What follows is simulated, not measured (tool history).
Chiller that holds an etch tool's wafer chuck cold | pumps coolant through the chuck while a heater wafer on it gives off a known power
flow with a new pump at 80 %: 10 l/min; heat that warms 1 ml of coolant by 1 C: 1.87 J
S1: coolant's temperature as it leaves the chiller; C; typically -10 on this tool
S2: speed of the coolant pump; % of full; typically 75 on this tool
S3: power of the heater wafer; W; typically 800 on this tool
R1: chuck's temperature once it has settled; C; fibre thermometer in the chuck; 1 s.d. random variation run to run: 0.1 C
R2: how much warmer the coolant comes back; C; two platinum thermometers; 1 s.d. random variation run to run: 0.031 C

{"run": 1, "hour": 0.0, "S1": -10, "S2": 75, "S3": 800, "R1": -0.9, "R2": 2.76}
{"run": 2, "hour": 73.8, "S1": -10, "S2": 75, "S3": 800, "R1": -1.0, "R2": 2.71}
{"run": 3, "hour": 113.1, "S1": -10, "S2": 75, "S3": 800, "R1": -0.9, "R2": 2.7}
{"run": 4, "hour": 156.8, "S1": -13, "S2": 75, "S3": 800, "R1": -3.9, "R2": 2.73}
{"run": 5, "hour": 202.1, "S1": -13, "S2": 75, "S3": 800, "R1": -4.0, "R2": 2.74}
{"run": 6, "hour": 276.4, "S1": -13, "S2": 89, "S3": 800, "R1": -5.1, "R2": 2.19}
{"run": 7, "hour": 315.0, "S1": -6, "S2": 89, "S3": 800, "R1": 1.8, "R2": 2.23}
{"run": 8, "hour": 357.4, "S1": -10, "S2": 75, "S3": 800, "R1": -0.8, "R2": 2.67}
{"run": 9, "hour": 400.4, "S1": -10, "S2": 75, "S3": 800, "R1": -0.8, "R2": 2.68}
{"run": 10, "hour": 454.9, "S1": -10, "S2": 66, "S3": 800, "R1": 0.2, "R2": 3.05}
{"hour": 468.9, "done": "chiller's thermometer calibrated"}
{"run": 11, "hour": 505.2, "S1": -10, "S2": 66, "S3": 800, "R1": 0.2, "R2": 3.01}
{"run": 12, "hour": 577.7, "S1": -10, "S2": 66, "S3": 800, "R1": 0.2, "R2": 3.0}
{"run": 13, "hour": 639.1, "S1": -10, "S2": 66, "S3": 800, "R1": 0.3, "R2": 3.02}
{"run": 14, "hour": 699.2, "S1": -10, "S2": 64, "S3": 1150, "R1": 5.1, "R2": 4.46}
{"run": 15, "hour": 748.0, "S1": -1, "S2": 83, "S3": 800, "R1": 7.3, "R2": 2.33}
{"run": 16, "hour": 797.6, "S1": -10, "S2": 75, "S3": 1002, "R1": 1.5, "R2": 3.22}
{"run": 17, "hour": 845.1, "S1": -5, "S2": 99, "S3": 769, "R1": 1.8, "R2": 1.83}
{"run": 18, "hour": 887.8, "S1": -16, "S2": 68, "S3": 626, "R1": -8.2, "R2": 2.17}
{"run": 19, "hour": 951.2, "S1": 0, "S2": 81, "S3": 800, "R1": 8.6, "R2": 2.35}
{"run": 20, "hour": 999.9, "S1": -11, "S2": 81, "S3": 800, "R1": -2.5, "R2": 2.31}
{"run": 21, "hour": 1049.1, "S1": -12, "S2": 85, "S3": 733, "R1": -4.5, "R2": 2.01}
{"run": 22, "hour": 1117.2, "S1": -10, "S2": 87, "S3": 800, "R1": -2.2, "R2": 2.11}
{"run": 23, "hour": 1157.9, "S1": -10, "S2": 65, "S3": 475, "R1": -3.9, "R2": 1.64}
{"run": 24, "hour": 1200.0, "S1": -4, "S2": 71, "S3": 1134, "R1": 9.5, "R2": 3.83}
{"run": 25, "hour": 1240.2, "S1": -4, "S2": 71, "S3": 1134, "R1": 9.6, "R2": 3.89}
{"run": 26, "hour": 1291.6, "S1": -4, "S2": 82, "S3": 1134, "R1": 7.8, "R2": 3.29}

Alternative continuations, all from the tool just after run 26; predict every row:
{"run": "A", "hour": 1355.9, "S1": -18, "S2": 86, "S3": 671, "R1": "?", "R2": "?"}
{"run": "B", "hour": 1355.9, "S1": -10, "S2": 75, "S3": 961, "R1": "?", "R2": "?"}
{"run": "C", "hour": 1355.9, "S1": -10, "S2": 68, "S3": 800, "R1": "?", "R2": "?"}

run=A R1=-11.2 R2=1.71
run=B R1=0.8 R2=3.02
run=C R1=-0.1 R2=2.72
Had the tool no hidden state, the same runs would have come out as:
run=A R1=-11.2 R2=1.98
run=B R1=0.8 R2=3.30
run=C R1=-0.1 R2=2.99

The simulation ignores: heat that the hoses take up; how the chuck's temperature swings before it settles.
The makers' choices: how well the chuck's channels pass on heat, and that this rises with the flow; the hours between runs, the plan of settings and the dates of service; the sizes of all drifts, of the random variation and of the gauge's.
